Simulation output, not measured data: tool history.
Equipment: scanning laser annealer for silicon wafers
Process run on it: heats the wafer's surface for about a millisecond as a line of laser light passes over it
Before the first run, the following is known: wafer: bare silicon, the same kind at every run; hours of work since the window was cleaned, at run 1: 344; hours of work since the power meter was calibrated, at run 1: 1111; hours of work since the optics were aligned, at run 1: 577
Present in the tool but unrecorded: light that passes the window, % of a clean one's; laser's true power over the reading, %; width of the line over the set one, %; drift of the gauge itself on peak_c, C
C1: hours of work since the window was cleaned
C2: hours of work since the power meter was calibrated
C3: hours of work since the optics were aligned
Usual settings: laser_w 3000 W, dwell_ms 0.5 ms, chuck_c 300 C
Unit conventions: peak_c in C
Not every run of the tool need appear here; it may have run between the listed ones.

Run 1, hour 0: usual settings; C1 344; C2 1111; C3 577. Result: peak_c 1010 C.
Run 2, hour 75.2: usual settings; C1 394; C2 1161; C3 628. Result: peak_c 1009 C.
Run 3, hour 112.5: usual settings; C1 420; C2 1186; C3 653. Result: peak_c 1013 C.
Run 4, hour 176.5: usual settings; C1 463; C2 1230; C3 697. Result: peak_c 1005 C.
Run 5, hour 239.8: usual settings; C1 506; C2 1272; C3 739. Result: peak_c 1003 C.
Run 6, hour 281.9: usual settings but dwell_ms 0.434 ms; C1 534; C2 1301; C3 768. Result: peak_c 948 C.
Run 7, hour 329.9: usual settings but dwell_ms 0.434 ms; C1 567; C2 1333; C3 800. Result: peak_c 948 C.
Run 8, hour 400.3: usual settings but dwell_ms 0.434 ms; C1 614; C2 1381; C3 848. Result: peak_c 947 C.
Run 9, hour 439.4: usual settings but dwell_ms 0.434 ms; C1 640; C2 1407; C3 874. Result: peak_c 944 C.
Run 10, hour 511: usual settings but dwell_ms 0.434 ms; C1 689; C2 1456; C3 922. Result: peak_c 942 C.
Run 11, hour 573.4: usual settings; C1 731; C2 1498; C3 965. Result: peak_c 991 C.
Run 12, hour 619.2: usual settings; C1 762; C2 1529; C3 996. Result: peak_c 994 C.
At hour 632.1: window over the wafer cleaned.
Run 13, hour 695.7: usual settings; C1 43; C2 1579; C3 1046. Result: peak_c 973 C.
Run 14, hour 729.1: usual settings but chuck_c 326 C; C1 66; C2 1601; C3 1068. Result: peak_c 1000 C.
Run 15, hour 785.5: usual settings but dwell_ms 0.434 ms; C1 104; C2 1640; C3 1107. Result: peak_c 920 C.
Run 16, hour 828.3: usual settings; C1 133; C2 1668; C3 1135. Result: peak_c 969 C.
Run 17, hour 882.4: usual settings but chuck_c 332 C; C1 169; C2 1705; C3 1172. Result: peak_c 1002 C.
Run 18, hour 923.2: usual settings but chuck_c 277 C; C1 197; C2 1732; C3 1199. Result: peak_c 946 C.
At hour 976.8: window over the wafer cleaned, once more.
Run 19, hour 994.8: usual settings but chuck_c 277 C; C1 12; C2 1779; C3 1246. Result: peak_c 999 C.
Run 20, hour 1055.3: usual settings but chuck_c 277 C; C1 53; C2 1820; C3 1287. Result: peak_c 993 C.
Run 21, hour 1121: usual settings but chuck_c 277 C; C1 97; C2 1865; C3 1332. Result: peak_c 990 C.
Run 22, hour 1193.8: usual settings but laser_w 2579 W, dwell_ms 0.422 ms; C1 147; C2 1914; C3 1381. Result: peak_c 845 C.
Run 23, hour 1237.1: usual settings but laser_w 2724 W, chuck_c 316 C; C1 176; C2 1943; C3 1410. Result: peak_c 955 C.
Run 24, hour 1306.2: usual settings but dwell_ms 0.397 ms, chuck_c 312 C; C1 222; C2 1990; C3 1457. Result: peak_c 933 C.
Run 25, hour 1353.6: usual settings but laser_w 3101 W, chuck_c 327 C; C1 254; C2 2022; C3 1489. Result: peak_c 1065 C.
Run 26, hour 1410.7: usual settings but dwell_ms 0.377 ms; C1 293; C2 2060; C3 1527. Result: peak_c 902 C.
Run 27, hour 1463.7: usual settings but dwell_ms 0.377 ms; C1 329; C2 2096; C3 1563. Result: peak_c 899 C.
Run 28, hour 1505.2: usual settings but dwell_ms 0.377 ms; C1 357; C2 2124; C3 1591. Result: peak_c 901 C.
At hour 1581.8: optics aligned, line set to its width.
Run 29, hour 1587.9: usual settings but dwell_ms 0.377 ms; C1 409; C2 2177; C3 4. Result: peak_c 902 C.
Run 30, hour 1631.4: usual settings but laser_w 2684 W, chuck_c 290 C; C1 439; C2 2206; C3 33. Result: peak_c 908 C.
Run 31, hour 1677.5: usual settings but laser_w 2612 W, chuck_c 315 C; C1 470; C2 2237; C3 65. Result: peak_c 918 C.
Run 32, hour 1738: usual settings but laser_w 2612 W, chuck_c 315 C; C1 511; C2 2278; C3 105. Result: peak_c 915 C.
Run 33, hour 1782.3: usual settings but laser_w 2953 W, chuck_c 315 C; C1 541; C2 2308; C3 135. Result: peak_c 1006 C.
Run 34, hour 1847.4: usual settings but laser_w 2953 W, chuck_c 315 C; C1 584; C2 2352; C3 179. Result: peak_c 999 C.
Run 35, hour 1923.2: usual settings but laser_w 2840 W, chuck_c 298 C; C1 636; C2 2403; C3 230. Result: peak_c 950 C.
Run 36, hour 1961.3: usual settings but laser_w 2840 W, chuck_c 298 C; C1 661; C2 2429; C3 256. Result: peak_c 953 C.
Run 37, hour 2031.8: usual settings but laser_w 2689 W, dwell_ms 0.618 ms, chuck_c 268 C; C1 709; C2 2476; C3 304. Result: peak_c 959 C.
Run 38, hour 2076.9: usual settings but laser_w 2635 W, dwell_ms 0.491 ms; C1 739; C2 2507; C3 334. Result: peak_c 888 C.
At hour 2123.6: window over the wafer cleaned.
Run 39, hour 2129.5: usual settings but laser_w 3084 W, dwell_ms 0.465 ms; C1 4; C2 2541; C3 368. Result: peak_c 1014 C.
Run 40, hour 2182.3: usual settings but laser_w 2870 W, dwell_ms 0.429 ms; C1 40; C2 2576; C3 404. Result: peak_c 928 C.

Results per run with the tool's hidden condition removed, run-to-run variation unchanged:
run  peak_c
  1    1031
  2    1034
  3    1039
  4    1033
  5    1033
  6     977
  7     979
  8     980
  9     978
 10     978
 11    1032
 12    1036
 13    1033
 14    1061
 15     978
 16    1033
 17    1068
 18    1014
 19    1012
 20    1009
 21    1007
 22     860
 23     974
 24     954
 25    1090
 26     925
 27     924
 28     927
 29     925
 30     933
 31     944
 32     943
 33    1039
 34    1034
 35     986
 36     990
 37    1001
 38     925
 39    1028
 40     943
